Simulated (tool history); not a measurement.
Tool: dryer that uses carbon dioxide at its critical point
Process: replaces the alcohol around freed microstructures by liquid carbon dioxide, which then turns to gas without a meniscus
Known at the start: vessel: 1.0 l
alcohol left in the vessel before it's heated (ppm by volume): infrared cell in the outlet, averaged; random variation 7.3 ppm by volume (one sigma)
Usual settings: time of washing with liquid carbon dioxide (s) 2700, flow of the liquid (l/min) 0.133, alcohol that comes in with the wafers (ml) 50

run,hour,time of washing with liquid carbon dioxide (s),flow of the liquid (l/min),alcohol that comes in with the wafers (ml),alcohol left in the vessel before it's heated (ppm by volume)
1,0.0,2700,0.133,50,724
2,51.6,2700,0.133,50,765
3,99.5,2700,0.133,50,792
# hour 117.9: inlet filter changed
4,139.7,2700,0.133,50,390
5,201.6,2700,0.133,50,413
6,243.1,2700,0.133,50,417
7,295.2,2700,0.133,50,464
8,348.1,2700,0.133,50,495
9,379.1,2700,0.133,50,505
10,408.8,2580,0.133,50,612
11,445.1,2580,0.133,50,658
12,472.7,2700,0.133,50,540
13,515.8,2700,0.133,50,577
14,569.8,2700,0.133,50,606
15,626.9,2700,0.133,50,648
16,677.3,2340,0.133,50,1178
17,708.9,2340,0.133,50,1241
18,764.1,3420,0.115,50,491
# hour 804.8: inlet filter changed
19,810.5,3900,0.098,50,284
20,868.2,2340,0.107,62,2059
21,903.2,2940,0.187,62,89
22,931.3,2940,0.187,62,79
23,989.0,3720,0.101,103,731
24,1038.4,4260,0.155,26,57
# hour 1094.4: purifier's bed changed
25,1098.3,3000,0.203,22,18
26,1151.9,2340,0.097,50,2677
27,1205.0,2700,0.139,28,255
28,1244.9,2400,0.139,28,446
29,1296.8,2400,0.139,28,483

Measured less the same run without the tool's hidden state. The same run-to-run variation is in both; the gauge's scatter may not be:
The hidden state here: flow that reaches the vessel past the clogged filter, %; alcohol in the recycled carbon dioxide, ppm; drift of the gauge itself on alcohol_ppm, %.
run,alcohol left in the vessel before it's heated (ppm by volume)
1,+366
2,+403
3,+441
4,+34
5,+58
6,+76
7,+103
8,+131
9,+146
10,+180
11,+207
12,+191
13,+218
14,+254
15,+290
16,+497
17,+545
18,+279
19,+44
20,+169
21,+47
22,+50
23,+189
24,+45
25,+6
26,+626
27,+103
28,+171
29,+201
